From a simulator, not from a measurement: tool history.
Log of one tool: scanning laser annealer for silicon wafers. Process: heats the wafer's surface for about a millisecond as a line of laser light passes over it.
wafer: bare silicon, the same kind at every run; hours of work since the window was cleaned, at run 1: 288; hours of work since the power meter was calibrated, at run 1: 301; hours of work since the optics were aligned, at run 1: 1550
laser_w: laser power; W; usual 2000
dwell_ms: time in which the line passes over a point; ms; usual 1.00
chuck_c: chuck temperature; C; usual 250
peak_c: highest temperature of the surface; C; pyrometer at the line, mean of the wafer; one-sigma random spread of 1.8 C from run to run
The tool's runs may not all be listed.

| run | hour | laser_w | dwell_ms | chuck_c | hours of work since the window was cleaned | hours of work since the power meter was calibrated | hours of work since the optics were aligned | peak_c |
|---|---|---|---|---|---|---|---|---|
| 1 | 0.0 | 2000 | 1.00 | 250 | 288 | 301 | 1550 | 1031 |
| 2 | 8.2 | 2000 | 1.00 | 250 | 292 | 305 | 1555 | 1030 |
| 3 | 16.3 | 2000 | 1.18 | 250 | 297 | 310 | 1559 | 1092 |
| 4 | 29.6 | 2000 | 1.00 | 250 | 304 | 317 | 1566 | 1029 |
| 5 | 37.2 | 2000 | 1.00 | 250 | 308 | 321 | 1570 | 1033 |
| 6 | 44.4 | 2000 | 1.00 | 250 | 312 | 325 | 1574 | 1028 |
|  | 52.3 | optics aligned, line set to its width |
| 7 | 58.5 | 2130 | 1.00 | 250 | 317 | 330 | 3 | 1102 |
| 8 | 65.3 | 2130 | 1.00 | 250 | 320 | 333 | 7 | 1105 |
| 9 | 78.7 | 1894 | 1.00 | 250 | 327 | 340 | 14 | 1000 |
| 10 | 89.0 | 2000 | 1.00 | 240 | 333 | 346 | 20 | 1040 |
| 11 | 95.0 | 2000 | 0.82 | 240 | 336 | 349 | 23 | 966 |
| 12 | 108.3 | 2000 | 1.00 | 247 | 343 | 356 | 30 | 1043 |
| 13 | 119.9 | 2000 | 1.00 | 250 | 350 | 363 | 36 | 1049 |
| 14 | 133.6 | 2000 | 1.00 | 250 | 357 | 370 | 44 | 1047 |
| 15 | 143.6 | 2000 | 1.00 | 250 | 362 | 375 | 49 | 1048 |
| 16 | 153.7 | 2000 | 1.00 | 250 | 368 | 381 | 54 | 1046 |
| 17 | 164.7 | 2000 | 1.00 | 269 | 374 | 387 | 60 | 1066 |
| 18 | 174.2 | 2000 | 1.00 | 250 | 379 | 392 | 65 | 1042 |
| 19 | 183.3 | 2000 | 1.00 | 250 | 383 | 396 | 70 | 1047 |
| 20 | 189.8 | 2000 | 1.00 | 250 | 387 | 400 | 74 | 1045 |
| 21 | 203.8 | 2171 | 0.81 | 263 | 394 | 407 | 81 | 1053 |
| 22 | 211.1 | 2000 | 1.02 | 250 | 398 | 411 | 85 | 1052 |
| 23 | 219.0 | 2101 | 0.89 | 278 | 403 | 416 | 89 | 1072 |

For run 24, what comes out?
| 24 | 225.5 | 1985 | 1.22 | 246 | 406 | 419 | 93 | ? |

{"run 24": {"peak_c": 1110}}
Were there no unlogged condition in the tool, this run, its random variation unchanged, would have produced peak_c 1130 C.

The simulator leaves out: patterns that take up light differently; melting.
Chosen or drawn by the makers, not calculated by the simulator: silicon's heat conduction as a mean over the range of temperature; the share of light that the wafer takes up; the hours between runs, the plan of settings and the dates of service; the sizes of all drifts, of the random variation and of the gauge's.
